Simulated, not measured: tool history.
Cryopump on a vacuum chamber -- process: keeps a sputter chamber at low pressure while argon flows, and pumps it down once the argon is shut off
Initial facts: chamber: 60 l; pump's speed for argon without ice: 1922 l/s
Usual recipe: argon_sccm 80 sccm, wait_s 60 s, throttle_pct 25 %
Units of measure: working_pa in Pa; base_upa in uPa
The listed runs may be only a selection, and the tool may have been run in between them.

| run | hour | argon_sccm | wait_s | throttle_pct | working_pa | base_upa |
|---|---|---|---|---|---|---|
| 1 | 0 | 80 | 60 | 25 | 0.2843 | 2.34 |
| 2 | 29 | 104 | 60 | 25 | 0.37 | 2.41 |
| 3 | 49.6 | 104 | 60 | 25 | 0.3693 | 2.37 |
| 4 | 71.3 | 104 | 60 | 25 | 0.3707 | 2.37 |
| 5 | 101.8 | 80 | 34 | 25 | 0.2848 | 3.22 |
| 6 | 135.2 | 80 | 60 | 55 | 0.1328 | 2.37 |
| 7 | 152 | 80 | 60 | 25 | 0.2847 | 2.4 |
| 8 | 176.8 | 80 | 60 | 25 | 0.2861 | 2.47 |
| 9 | 209.7 | 39 | 60 | 25 | 0.1395 | 2.39 |
| 10 | 241 | 39 | 60 | 25 | 0.1394 | 2.51 |
| 11 | 260.3 | 39 | 60 | 25 | 0.1409 | 2.47 |
| 12 | 291.2 | 154 | 283 | 18 | 0.7649 | 1.72 |
| 13 | 315.9 | 70 | 77 | 53 | 0.1228 | 2.31 |
| 14 | 335.7 | 93 | 21 | 25 | 0.3351 | 4.39 |
| 15 | 351.5 | 54 | 146 | 37 | 0.1323 | 1.93 |
| 16 | 380.6 | 54 | 146 | 37 | 0.1344 | 1.92 |

Table of differences, measured result less the result of that run with no hidden state. Run-to-run variation is the same in both. Gauge scatter possibly is not:
The tool's hidden condition here consists of: pump's speed, % of a pump's without ice; cold plate's temperature, K; leak into the chamber, uPa l/s; drift of the gauge itself on working_pa, %; drift of the gauge itself on base_upa, %.
| run | working_pa | base_upa |
|---|---|---|
| 1 | +0.0021 | +1.16 |
| 2 | +0.0033 | +1.21 |
| 3 | +0.0036 | +1.19 |
| 4 | +0.004 | +1.21 |
| 5 | +0.0035 | +1.23 |
| 6 | +0.004 | +1.22 |
| 7 | +0.0042 | +1.24 |
| 8 | +0.0045 | +1.3 |
| 9 | +0.0024 | +1.25 |
| 10 | +0.0026 | +1.34 |
| 11 | +0.0028 | +1.3 |
| 12 | +0.0119 | +1.33 |
| 13 | +0.0058 | +1.36 |
| 14 | +0.0079 | +1.35 |
| 15 | +0.0048 | +1.38 |
| 16 | +0.0051 | +1.36 |
